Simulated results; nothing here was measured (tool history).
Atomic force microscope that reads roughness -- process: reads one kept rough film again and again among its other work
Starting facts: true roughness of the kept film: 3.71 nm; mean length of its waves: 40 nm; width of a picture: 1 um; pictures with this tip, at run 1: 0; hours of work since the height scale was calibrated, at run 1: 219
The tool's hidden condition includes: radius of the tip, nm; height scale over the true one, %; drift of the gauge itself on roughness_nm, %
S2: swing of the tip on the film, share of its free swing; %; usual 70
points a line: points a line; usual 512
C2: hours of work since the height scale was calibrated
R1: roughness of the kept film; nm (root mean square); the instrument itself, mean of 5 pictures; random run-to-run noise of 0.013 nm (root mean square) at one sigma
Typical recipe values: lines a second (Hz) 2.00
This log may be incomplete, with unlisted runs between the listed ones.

Run 1, hour 0.0: usual settings; pictures with this tip 0; C2 219. Result: R1 3.159 nm (root mean square).
Run 2, hour 27.8: usual settings; pictures with this tip 32; C2 231. Result: R1 2.997 nm (root mean square).
Run 3, hour 61.7: usual settings; pictures with this tip 72; C2 247. Result: R1 2.834 nm (root mean square).
Run 4, hour 91.3: usual settings; pictures with this tip 106; C2 260. Result: R1 2.659 nm (root mean square).
At hour 108.5: new tip fitted.
Run 5, hour 122.0: usual settings; pictures with this tip 16; C2 274. Result: R1 3.086 nm (root mean square).
Run 6, hour 145.1: usual settings but S2 78 %; pictures with this tip 42; C2 284. Result: R1 2.858 nm (root mean square).
Run 7, hour 166.9: usual settings; pictures with this tip 68; C2 294. Result: R1 2.835 nm (root mean square).
Run 8, hour 197.8: usual settings; pictures with this tip 104; C2 308. Result: R1 2.679 nm (root mean square).
At hour 218.3: new tip fitted.
Run 9, hour 231.4: usual settings but S2 77 %; pictures with this tip 16; C2 323. Result: R1 2.984 nm (root mean square).
Run 10, hour 266.1: usual settings; pictures with this tip 56; C2 339. Result: R1 2.891 nm (root mean square).
Run 11, hour 294.7: usual settings but lines a second (Hz) 1.78; pictures with this tip 90; C2 352. Result: R1 2.773 nm (root mean square).
At hour 328.4: new tip fitted.
Run 12, hour 328.4: usual settings but lines a second (Hz) 1.78; pictures with this tip 0; C2 367. Result: R1 3.185 nm (root mean square).
Run 13, hour 346.3: usual settings but lines a second (Hz) 1.78; pictures with this tip 21; C2 375. Result: R1 3.076 nm (root mean square).
Run 14, hour 375.3: usual settings but lines a second (Hz) 1.78; pictures with this tip 55; C2 389. Result: R1 2.940 nm (root mean square).
Run 15, hour 402.2: usual settings but lines a second (Hz) 1.78; pictures with this tip 86; C2 401. Result: R1 2.799 nm (root mean square).
Run 16, hour 419.3: usual settings but S2 61 %; pictures with this tip 106; C2 409. Result: R1 2.754 nm (root mean square).
At hour 438.3: new tip fitted.
Run 17, hour 446.7: usual settings but S2 61 %; pictures with this tip 10; C2 421. Result: R1 3.207 nm (root mean square).
Run 18, hour 474.9: usual settings; pictures with this tip 43; C2 434. Result: R1 2.937 nm (root mean square).
Run 19, hour 508.0: usual settings; pictures with this tip 81; C2 449. Result: R1 2.794 nm (root mean square).
Run 20, hour 538.9: usual settings but lines a second (Hz) 0.70, points a line 818; pictures with this tip 117; C2 463. Result: R1 2.791 nm (root mean square).
At hour 546.9: new tip fitted.
Run 21, hour 569.8: usual settings but S2 88 %, points a line 406; pictures with this tip 27; C2 477. Result: R1 2.741 nm (root mean square).
Run 22, hour 599.1: usual settings but lines a second (Hz) 0.55, S2 88 %, points a line 338; pictures with this tip 61; C2 490. Result: R1 2.932 nm (root mean square).
Run 23, hour 628.9: usual settings but lines a second (Hz) 0.55, S2 55 %, points a line 638; pictures with this tip 96; C2 503. Result: R1 2.920 nm (root mean square).
At hour 657.0: new tip fitted.
Run 24, hour 661.8: usual settings but points a line 443; pictures with this tip 6; C2 518. Result: R1 3.152 nm (root mean square).
Run 25, hour 679.1: usual settings but lines a second (Hz) 0.81, S2 62 %, points a line 443; pictures with this tip 26; C2 526. Result: R1 3.212 nm (root mean square).
Run 26, hour 708.5: usual settings but lines a second (Hz) 0.81, S2 62 %, points a line 443; pictures with this tip 60; C2 539. Result: R1 3.056 nm (root mean square).
Run 27, hour 741.1: usual settings but lines a second (Hz) 0.81, S2 62 %, points a line 443; pictures with this tip 98; C2 554. Result: R1 2.863 nm (root mean square).
Run 28, hour 758.5: usual settings but lines a second (Hz) 1.01, points a line 515; pictures with this tip 119; C2 562. Result: R1 2.757 nm (root mean square).
At hour 766.9: new tip fitted.
Run 29, hour 788.8: usual settings but lines a second (Hz) 1.01, points a line 515; pictures with this tip 25; C2 576. Result: R1 3.117 nm (root mean square).
Run 30, hour 817.8: usual settings but lines a second (Hz) 1.18, S2 77 %, points a line 718; pictures with this tip 59; C2 589. Result: R1 2.933 nm (root mean square).
Run 31, hour 836.2: usual settings but S2 85 %, points a line 646; pictures with this tip 81; C2 597. Result: R1 2.610 nm (root mean square).
Run 32, hour 855.1: usual settings but S2 85 %, points a line 646; pictures with this tip 103; C2 606. Result: R1 2.530 nm (root mean square).
At hour 876.2: new tip fitted.
Run 33, hour 891.4: usual settings but S2 85 %, points a line 646; pictures with this tip 18; C2 622. Result: R1 2.854 nm (root mean square).
Run 34, hour 911.0: usual settings but lines a second (Hz) 0.55; pictures with this tip 40; C2 631. Result: R1 3.111 nm (root mean square).
Run 35, hour 932.2: usual settings but lines a second (Hz) 0.86, S2 87 %, points a line 256; pictures with this tip 65; C2 641. Result: R1 2.849 nm (root mean square).

Measured minus without-hidden-state, run by run (identical run-to-run variation in each term; gauge scatter may differ):
run      R1
  1  -0.005
  2  -0.176
  3  -0.358
  4  -0.491
  5  -0.088
  6  -0.214
  7  -0.341
  8  -0.474
  9  -0.089
 10  -0.261
 11  -0.402
 12  -0.016
 13  -0.108
 14  -0.260
 15  -0.387
 16  -0.466
 17  -0.067
 18  -0.216
 19  -0.377
 20  -0.542
 21  -0.127
 22  -0.292
 23  -0.440
 24  -0.027
 25  -0.127
 26  -0.293
 27  -0.447
 28  -0.526
 29  -0.139
 30  -0.281
 31  -0.335
 32  -0.410
 33  -0.085
 34  -0.199
 35  -0.283
